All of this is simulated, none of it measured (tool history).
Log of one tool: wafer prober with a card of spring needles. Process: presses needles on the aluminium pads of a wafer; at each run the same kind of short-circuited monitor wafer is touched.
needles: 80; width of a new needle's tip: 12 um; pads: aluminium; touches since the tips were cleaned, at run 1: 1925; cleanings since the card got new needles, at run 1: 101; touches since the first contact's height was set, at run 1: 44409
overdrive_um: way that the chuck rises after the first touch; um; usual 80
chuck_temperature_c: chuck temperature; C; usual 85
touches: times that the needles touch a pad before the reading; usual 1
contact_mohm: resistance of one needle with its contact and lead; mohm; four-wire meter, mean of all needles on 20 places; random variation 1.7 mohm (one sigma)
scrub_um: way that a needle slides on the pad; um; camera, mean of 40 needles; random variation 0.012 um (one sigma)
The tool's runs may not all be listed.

run   hour  overdrive_um  chuck_temperature_c  touches  touches since the tips were cleaned  cleanings since the card got new needles  touches since the first contact's height was set  contact_mohm  scrub_um
  1    0.0            80                   85        1                                 1925                                       101                                             44409           170     15.93
      10.1  -- tips cleaned on abrasive film
      21.7  -- tips cleaned on abrasive film
  2   29.9            80                   85        1                                 5509                                       103                                             64297           167     15.90
      32.8  -- tips cleaned on abrasive film
      44.1  -- tips cleaned on abrasive film
  3   53.3            80                   76        1                                 6156                                       105                                             79871           164     15.90
      56.5  -- tips cleaned on abrasive film
      65.7  -- height of the first contact set anew
      68.1  -- tips cleaned on abrasive film
      81.4  -- tips cleaned on abrasive film
  4   83.3            80                   76        1                                 1276                                       108                                             11649           163     15.87
      93.3  -- tips cleaned on abrasive film
     105.0  -- tips cleaned on abrasive film
  5  115.9            80                   85        1                                 7321                                       110                                             33377           168     15.84
     118.6  -- tips cleaned on abrasive film
     132.0  -- tips cleaned on abrasive film
  6  134.4            80                   53        1                                 1599                                       112                                             45621           163     15.81
     143.2  -- tips cleaned on abrasive film
     156.5  -- tips cleaned on abrasive film
  7  157.4            80                   53        2                                  638                                       114                                             60908           158     15.79
     168.0  -- tips cleaned on abrasive film
     179.6  -- tips cleaned on abrasive film
  8  179.9            80                   53        2                                  220                                       116                                             75865           158     15.79
     192.7  -- tips cleaned on abrasive film
  9  195.0            60                   85        1                                 1554                                       117                                             85892           167     11.82
     200.8  -- height of the first contact set anew
     205.6  -- tips cleaned on abrasive film
     217.0  -- tips cleaned on abrasive film
     228.6  -- tips cleaned on abrasive film
 10  228.6            80                   85        3                                    0                                       120                                             18416           165     15.76
     242.0  -- tips cleaned on abrasive film
 11  244.0            80                   85        3                                 1366                                       121                                             28689           165     15.73
     253.8  -- tips cleaned on abrasive film
     265.5  -- tips cleaned on abrasive film
 12  265.6            80                   85        1                                   97                                       123                                             43060           164     15.74
     277.2  -- tips cleaned on abrasive film
 13  284.9            80                   85        1                                 5166                                       124                                             55870           164     15.71
     288.9  -- tips cleaned on abrasive film
     300.8  -- tips cleaned on abrasive film
 14  310.4            80                   85        1                                 6425                                       126                                             72819           167     15.69
     312.6  -- tips cleaned on abrasive film
     324.7  -- tips cleaned on abrasive film
 15  330.3            64                   85        1                                 3752                                       128                                             86019           169     12.54
     333.3  -- height of the first contact set anew
     336.9  -- tips cleaned on abrasive film
     349.6  -- tips cleaned on abrasive film
 16  357.6            75                  110        2                                 5353                                       130                                             16158           170     14.67
     362.4  -- tips cleaned on abrasive film
     375.7  -- tips cleaned on abrasive film
     387.1  -- tips cleaned on abrasive film
 17  387.1            75                  110        1                                    0                                       133                                             35738           169     14.66
     398.4  -- tips cleaned on abrasive film
 18  407.6            75                  110        1                                 6129                                       134                                             49382           169     14.64
     409.6  -- tips cleaned on abrasive film
     421.7  -- tips cleaned on abrasive film
 19  427.2            75                  114        1                                 3702                                       136                                             62399           172     14.60
     433.8  -- tips cleaned on abrasive film
     445.3  -- tips cleaned on abrasive film
 20  452.0            80                   41        1                                 4506                                       138                                             78860           156     15.58

Estimate the outcome of run 21 from the log above:
     459.1  -- tips cleaned on abrasive film
     466.1  -- gauge calibrated
     466.4  -- height of the first contact set anew
     472.6  -- tips cleaned on abrasive film
 21  473.1            73                   85        2                                  295                                       140                                              4373             ?         ?

Run 21 came out at contact_mohm 166 mohm, scrub_um 14.54 um.
The same run, on a tool lacking any hidden state, would have yielded contact_mohm 166 mohm, scrub_um 14.55 um.
